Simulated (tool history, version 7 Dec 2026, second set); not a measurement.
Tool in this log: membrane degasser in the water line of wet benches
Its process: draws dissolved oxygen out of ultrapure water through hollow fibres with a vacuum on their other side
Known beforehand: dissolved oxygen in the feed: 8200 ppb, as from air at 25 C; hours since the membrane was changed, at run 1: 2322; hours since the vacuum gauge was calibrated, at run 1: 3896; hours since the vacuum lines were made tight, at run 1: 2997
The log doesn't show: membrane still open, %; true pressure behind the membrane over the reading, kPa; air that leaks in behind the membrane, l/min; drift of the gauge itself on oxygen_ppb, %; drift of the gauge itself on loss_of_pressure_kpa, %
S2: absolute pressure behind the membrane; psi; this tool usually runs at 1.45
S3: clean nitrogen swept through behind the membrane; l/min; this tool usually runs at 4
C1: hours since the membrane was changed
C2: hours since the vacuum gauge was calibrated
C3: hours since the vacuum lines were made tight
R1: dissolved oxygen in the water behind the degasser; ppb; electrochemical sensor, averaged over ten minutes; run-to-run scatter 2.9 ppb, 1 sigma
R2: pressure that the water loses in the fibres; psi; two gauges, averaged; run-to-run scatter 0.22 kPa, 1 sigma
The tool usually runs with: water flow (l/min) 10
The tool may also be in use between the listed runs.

{"run": 1, "hour": 0.0, "water flow (l/min)": 10, "S2": 1.45, "S3": 4, "C1": 2322, "C2": 3896, "C3": 2997, "R1": 287.2, "R2": 7.915}
{"run": 2, "hour": 89.9, "water flow (l/min)": 10, "S2": 3.21, "S3": 4, "C1": 2412, "C2": 3985, "C3": 3087, "R1": 357.7, "R2": 7.897}
{"run": 3, "hour": 179.1, "water flow (l/min)": 10, "S2": 1.45, "S3": 4, "C1": 2502, "C2": 4075, "C3": 3176, "R1": 284.6, "R2": 7.835}
{"run": 4, "hour": 346.3, "water flow (l/min)": 10, "S2": 1.68, "S3": 4, "C1": 2669, "C2": 4242, "C3": 3343, "R1": 300.6, "R2": 7.793}
{"run": 5, "hour": 498.0, "water flow (l/min)": 12, "S2": 1.45, "S3": 4, "C1": 2820, "C2": 4393, "C3": 3495, "R1": 436, "R2": 9.378}
{"run": 6, "hour": 639.3, "water flow (l/min)": 12, "S2": 1.45, "S3": 4, "C1": 2962, "C2": 4535, "C3": 3636, "R1": 429.9, "R2": 9.409}
{"run": 7, "hour": 742.5, "water flow (l/min)": 10, "S2": 0.97, "S3": 4, "C1": 3065, "C2": 4638, "C3": 3739, "R1": 268.7, "R2": 7.867}
{"run": 8, "hour": 890.1, "water flow (l/min)": 11, "S2": 0.97, "S3": 4, "C1": 3213, "C2": 4786, "C3": 3887, "R1": 333.2, "R2": 8.627}
{"run": 9, "hour": 1018.7, "water flow (l/min)": 11, "S2": 0.97, "S3": 4, "C1": 3341, "C2": 4914, "C3": 4015, "R1": 342.4, "R2": 8.622}
{"run": 10, "hour": 1148.2, "water flow (l/min)": 11, "S2": 0.97, "S3": 4, "C1": 3471, "C2": 5044, "C3": 4145, "R1": 331, "R2": 8.612}
{"run": 11, "hour": 1264.6, "water flow (l/min)": 10, "S2": 1.45, "S3": 4, "C1": 3587, "C2": 5160, "C3": 4261, "R1": 283.4, "R2": 7.72}
{"run": 12, "hour": 1403.8, "water flow (l/min)": 10, "S2": 1.45, "S3": 4, "C1": 3726, "C2": 5299, "C3": 4400, "R1": 289.7, "R2": 7.832}
{"run": 13, "hour": 1477.4, "water flow (l/min)": 10, "S2": 1.45, "S3": 4, "C1": 3800, "C2": 5373, "C3": 4474, "R1": 285.3, "R2": 7.781}
{"run": 14, "hour": 1613.4, "water flow (l/min)": 10, "S2": 1.45, "S3": 4, "C1": 3936, "C2": 5509, "C3": 4610, "R1": 283.1, "R2": 7.831}
{"run": 15, "hour": 1757.7, "water flow (l/min)": 10, "S2": 1.45, "S3": 4, "C1": 4080, "C2": 5653, "C3": 4754, "R1": 281, "R2": 7.791}
{"run": 16, "hour": 1873.6, "water flow (l/min)": 8, "S2": 1.45, "S3": 4, "C1": 4196, "C2": 5769, "C3": 4870, "R1": 164, "R2": 6.229}
{"run": 17, "hour": 2019.1, "water flow (l/min)": 6, "S2": 2.81, "S3": 3.63, "C1": 4342, "C2": 5915, "C3": 5016, "R1": 115.2, "R2": 4.68}
{"run": 18, "hour": 2144.9, "water flow (l/min)": 6, "S2": 2.81, "S3": 3.63, "C1": 4467, "C2": 6040, "C3": 5142, "R1": 115.2, "R2": 4.67}
{"run": 19, "hour": 2237.7, "water flow (l/min)": 9, "S2": 1.45, "S3": 3.73, "C1": 4560, "C2": 6133, "C3": 5234, "R1": 225.9, "R2": 6.992}
{"run": 20, "hour": 2364.7, "water flow (l/min)": 10, "S2": 1.45, "S3": 4.05, "C1": 4687, "C2": 6260, "C3": 5361, "R1": 287.3, "R2": 7.764}

Expected results for the next run?
{"hour": 2421.3, "done": "vacuum gauge calibrated"}
{"run": 21, "hour": 2496.4, "water flow (l/min)": 13, "S2": 2.2, "S3": 2.67, "C1": 4818, "C2": 75, "C3": 5493, "R1": "?", "R2": "?"}

Run 21 came out at R1 584.4 ppb, R2 10.076 psi.
The same run, on a tool lacking any hidden state, would have yielded R1 583.6 ppb, R2 10.243 psi.
